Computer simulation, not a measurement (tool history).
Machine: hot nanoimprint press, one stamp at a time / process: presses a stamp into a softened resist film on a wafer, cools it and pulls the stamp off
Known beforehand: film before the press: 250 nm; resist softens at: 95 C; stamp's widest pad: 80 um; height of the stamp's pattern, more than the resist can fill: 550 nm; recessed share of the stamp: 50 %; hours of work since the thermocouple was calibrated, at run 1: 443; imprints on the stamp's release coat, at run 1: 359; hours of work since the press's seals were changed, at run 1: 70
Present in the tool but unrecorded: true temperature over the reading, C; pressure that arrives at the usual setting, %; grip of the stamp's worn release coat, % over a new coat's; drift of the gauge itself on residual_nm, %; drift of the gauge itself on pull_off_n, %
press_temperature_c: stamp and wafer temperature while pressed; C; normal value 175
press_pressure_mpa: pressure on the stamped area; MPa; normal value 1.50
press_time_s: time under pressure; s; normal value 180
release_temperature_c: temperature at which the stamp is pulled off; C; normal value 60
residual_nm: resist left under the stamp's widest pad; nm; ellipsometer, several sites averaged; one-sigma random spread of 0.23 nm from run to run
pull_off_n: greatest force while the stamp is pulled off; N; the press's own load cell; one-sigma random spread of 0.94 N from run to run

run	day	press_temperature_c	press_pressure_mpa	press_time_s	release_temperature_c	hours of work since the thermocouple was calibrated	imprints on the stamp's release coat	hours of work since the press's seals were changed	residual_nm	pull_off_n
1	0.000	175	1.50	180	60	443	359	70	106.6	137.3
2	1.500	175	1.50	180	60	464	491	91	106.7	142.8
3	2.458	175	1.50	193	60	478	575	104	102.7	143.9
# day 3.308: stamp cleaned and given a new release coat
4	3.846	175	1.50	193	60	494	47	120	103.4	130.5
# day 5.029: plate thermocouple calibrated
5	5.800	175	1.52	193	60	11	208	146	107.4	138.5
6	6.671	175	1.52	193	45	23	285	158	107.1	192.4
7	8.258	175	1.52	193	45	45	425	181	106.6	195.8
8	10.071	175	1.52	193	45	71	584	206	106.7	199.6
# day 10.904: stamp cleaned and given a new release coat
9	12.062	175	1.52	193	45	96	101	231	106.0	186.9
10	13.688	175	1.52	193	45	118	244	254	105.9	190.9
11	14.896	175	1.52	193	45	136	351	271	105.5	193.9
12	15.750	175	1.52	193	45	148	426	283	105.8	200.7
13	17.133	175	1.50	182	60	167	548	302	108.6	143.2
# day 18.262: stamp cleaned and given a new release coat
14	18.483	175	1.50	180	48	183	20	318	109.1	171.4
15	20.117	175	1.50	180	48	206	164	341	108.7	177.2
16	21.225	187	1.56	180	60	221	261	357	68.4	138.5
17	22.350	187	2.01	180	60	237	360	372	60.4	140.0
18	23.838	187	2.01	180	60	258	491	393	60.4	141.3
# day 25.658: stamp cleaned and given a new release coat
19	25.946	179	1.50	293	66	284	26	420	75.7	111.1
20	27.150	179	2.10	121	66	301	132	437	94.4	112.5
21	28.142	181	0.96	130	55	315	219	450	119.3	153.4
22	29.950	175	1.11	180	60	341	378	476	121.8	137.7
23	31.104	175	1.11	180	60	357	480	492	121.9	141.7
24	32.462	175	1.11	180	60	376	599	511	121.6	143.0
# day 33.075: stamp cleaned and given a new release coat
25	34.083	183	1.11	180	60	395	89	531	91.8	131.6
26	35.488	183	1.11	180	60	415	212	550	91.1	132.0
27	36.417	183	2.20	180	60	428	294	564	66.4	133.6
28	37.567	183	2.01	180	63	444	395	580	69.0	125.9
29	38.375	183	2.02	133	63	456	467	591	79.0	128.4

Below are 3 alternative next runs, each starting from the tool's condition after run 29. Predict each:
A	39.254	170	1.29	125	60	468	544	604	?	?
B	39.254	175	1.59	311	52	468	544	604	?	?
C	39.254	176	2.36	192	63	468	544	604	?	?

run	residual_nm	pull_off_n
A	153.3	143.0
B	82.6	171.0
C	81.9	130.6
The same runs, with their run-to-run variation unchanged, on a tool lacking any hidden condition would have given:
run	residual_nm	pull_off_n
A	158.0	133.9
B	85.7	159.2
C	84.5	122.6

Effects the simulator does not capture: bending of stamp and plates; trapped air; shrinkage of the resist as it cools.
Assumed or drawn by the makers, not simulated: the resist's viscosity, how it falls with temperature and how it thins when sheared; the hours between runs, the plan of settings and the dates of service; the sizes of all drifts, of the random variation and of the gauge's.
